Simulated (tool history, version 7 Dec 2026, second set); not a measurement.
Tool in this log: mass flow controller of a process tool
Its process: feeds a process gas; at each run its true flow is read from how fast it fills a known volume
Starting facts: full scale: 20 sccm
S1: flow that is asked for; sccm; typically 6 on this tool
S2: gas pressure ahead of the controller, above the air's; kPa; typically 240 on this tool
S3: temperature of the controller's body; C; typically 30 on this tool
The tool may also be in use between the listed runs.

{"run": 1, "hour": 0.0, "S1": 6, "S2": 240, "S3": 30, "true flow (%)": 107.11}
{"run": 2, "hour": 211.3, "S1": 6, "S2": 240, "S3": 22, "true flow (%)": 106.47}
{"hour": 505.9, "done": "controller's zero set anew"}
{"run": 3, "hour": 547.4, "S1": 6, "S2": 187, "S3": 30, "true flow (%)": 110.33}
{"run": 4, "hour": 808.7, "S1": 6, "S2": 187, "S3": 30, "true flow (%)": 110.33}
{"run": 5, "hour": 1056.8, "S1": 6, "S2": 187, "S3": 30, "true flow (%)": 110.3}
{"hour": 1228.6, "done": "controller's zero set anew, once more"}
{"run": 6, "hour": 1297.0, "S1": 6, "S2": 187, "S3": 30, "true flow (%)": 103.45}
{"run": 7, "hour": 1585.9, "S1": 6, "S2": 240, "S3": 21, "true flow (%)": 102.48}
{"run": 8, "hour": 1796.0, "S1": 6, "S2": 240, "S3": 21, "true flow (%)": 102.69}
{"run": 9, "hour": 1969.1, "S1": 6, "S2": 240, "S3": 21, "true flow (%)": 102.63}
{"run": 10, "hour": 2175.3, "S1": 11, "S2": 240, "S3": 30, "true flow (%)": 104.01}
{"run": 11, "hour": 2410.7, "S1": 10, "S2": 240, "S3": 30, "true flow (%)": 104.07}
{"run": 12, "hour": 2669.4, "S1": 6, "S2": 273, "S3": 30, "true flow (%)": 103.98}
{"hour": 2869.6, "done": "controller exchanged for a calibrated one"}
{"run": 13, "hour": 2945.8, "S1": 6, "S2": 273, "S3": 30, "true flow (%)": 99.14}
{"run": 14, "hour": 3332.1, "S1": 6, "S2": 273, "S3": 30, "true flow (%)": 99.37}
{"run": 15, "hour": 3714.8, "S1": 6, "S2": 273, "S3": 30, "true flow (%)": 99.51}
{"run": 16, "hour": 3998.3, "S1": 6, "S2": 240, "S3": 30, "true flow (%)": 99.79}
{"run": 17, "hour": 4192.7, "S1": 6, "S2": 249, "S3": 30, "true flow (%)": 99.79}
{"run": 18, "hour": 4350.8, "S1": 6, "S2": 249, "S3": 30, "true flow (%)": 99.96}
{"run": 19, "hour": 4518.0, "S1": 6, "S2": 240, "S3": 30, "true flow (%)": 100.02}
{"run": 20, "hour": 4674.8, "S1": 6, "S2": 240, "S3": 30, "true flow (%)": 100.1}
{"run": 21, "hour": 5044.3, "S1": 3, "S2": 240, "S3": 30, "true flow (%)": 100.74}
{"run": 22, "hour": 5380.1, "S1": 3, "S2": 240, "S3": 24, "true flow (%)": 100.5}
{"run": 23, "hour": 5583.5, "S1": 3, "S2": 240, "S3": 24, "true flow (%)": 100.59}
{"run": 24, "hour": 5969.9, "S1": 3, "S2": 240, "S3": 24, "true flow (%)": 100.95}
{"run": 25, "hour": 6133.5, "S1": 3, "S2": 240, "S3": 24, "true flow (%)": 101.14}
{"run": 26, "hour": 6368.6, "S1": 3, "S2": 240, "S3": 24, "true flow (%)": 101.32}
{"run": 27, "hour": 6605.9, "S1": 6, "S2": 185, "S3": 34, "true flow (%)": 101.77}
{"run": 28, "hour": 6845.9, "S1": 6, "S2": 185, "S3": 34, "true flow (%)": 102.07}
{"run": 29, "hour": 7008.7, "S1": 3, "S2": 253, "S3": 30, "true flow (%)": 102.46}
{"run": 30, "hour": 7240.5, "S1": 5, "S2": 207, "S3": 32, "true flow (%)": 102.04}
{"run": 31, "hour": 7502.6, "S1": 12, "S2": 180, "S3": 34, "true flow (%)": 102.1}
{"run": 32, "hour": 7869.5, "S1": 12, "S2": 180, "S3": 34, "true flow (%)": 102.07}
{"run": 33, "hour": 8091.7, "S1": 6, "S2": 148, "S3": 24, "true flow (%)": 101.62}
{"run": 34, "hour": 8380.5, "S1": 6, "S2": 148, "S3": 24, "true flow (%)": 101.9}
{"run": 35, "hour": 8756.2, "S1": 5, "S2": 256, "S3": 24, "true flow (%)": 101.94}
{"run": 36, "hour": 9042.8, "S1": 10, "S2": 143, "S3": 30, "true flow (%)": 102.4}
{"run": 37, "hour": 9343.8, "S1": 10, "S2": 143, "S3": 30, "true flow (%)": 102.58}
{"run": 38, "hour": 9551.1, "S1": 10, "S2": 254, "S3": 36, "true flow (%)": 102.95}
{"run": 39, "hour": 9730.2, "S1": 10, "S2": 254, "S3": 36, "true flow (%)": 102.99}
{"run": 40, "hour": 10007.6, "S1": 10, "S2": 254, "S3": 36, "true flow (%)": 103.19}
{"run": 41, "hour": 10323.0, "S1": 10, "S2": 254, "S3": 36, "true flow (%)": 103.22}
{"run": 42, "hour": 10566.6, "S1": 20, "S2": 187, "S3": 36, "true flow (%)": 103.63}
{"run": 43, "hour": 10809.3, "S1": 6, "S2": 217, "S3": 32, "true flow (%)": 103.84}
{"run": 44, "hour": 11187.9, "S1": 3, "S2": 142, "S3": 21, "true flow (%)": 105.56}
{"run": 45, "hour": 11406.6, "S1": 8, "S2": 165, "S3": 29, "true flow (%)": 103.43}
{"run": 46, "hour": 11754.8, "S1": 4, "S2": 242, "S3": 30, "true flow (%)": 105.11}

Each run again, without the hidden state but with its own random variation kept:
Hidden state at play: flow at rest that the sensor doesn't see, % of full scale; true flow over the shown one, %; drift of the gauge itself on true_pct, %.
run=1 true_flow_(%)=99.12
run=2 true_flow_(%)=98.36
run=3 true_flow_(%)=99.47
run=4 true_flow_(%)=99.33
run=5 true_flow_(%)=99.17
run=6 true_flow_(%)=99.33
run=7 true_flow_(%)=98.22
run=8 true_flow_(%)=98.31
run=9 true_flow_(%)=98.16
run=10 true_flow_(%)=99.58
run=11 true_flow_(%)=99.53
run=12 true_flow_(%)=99.12
run=13 true_flow_(%)=99.17
run=14 true_flow_(%)=99.19
run=15 true_flow_(%)=99.12
run=16 true_flow_(%)=99.24
run=17 true_flow_(%)=99.14
run=18 true_flow_(%)=99.22
run=19 true_flow_(%)=99.19
run=20 true_flow_(%)=99.19
run=21 true_flow_(%)=98.93
run=22 true_flow_(%)=98.39
run=23 true_flow_(%)=98.31
run=24 true_flow_(%)=98.34
run=25 true_flow_(%)=98.39
run=26 true_flow_(%)=98.38
run=27 true_flow_(%)=99.79
run=28 true_flow_(%)=99.96
run=29 true_flow_(%)=98.97
run=30 true_flow_(%)=99.44
run=31 true_flow_(%)=100.35
run=32 true_flow_(%)=100.17
run=33 true_flow_(%)=98.82
run=34 true_flow_(%)=98.94
run=35 true_flow_(%)=98.42
run=36 true_flow_(%)=99.86
run=37 true_flow_(%)=99.90
run=38 true_flow_(%)=100.18
run=39 true_flow_(%)=100.14
run=40 true_flow_(%)=100.22
run=41 true_flow_(%)=100.11
run=42 true_flow_(%)=101.14
run=43 true_flow_(%)=99.54
run=44 true_flow_(%)=98.45
run=45 true_flow_(%)=99.46
run=46 true_flow_(%)=98.91

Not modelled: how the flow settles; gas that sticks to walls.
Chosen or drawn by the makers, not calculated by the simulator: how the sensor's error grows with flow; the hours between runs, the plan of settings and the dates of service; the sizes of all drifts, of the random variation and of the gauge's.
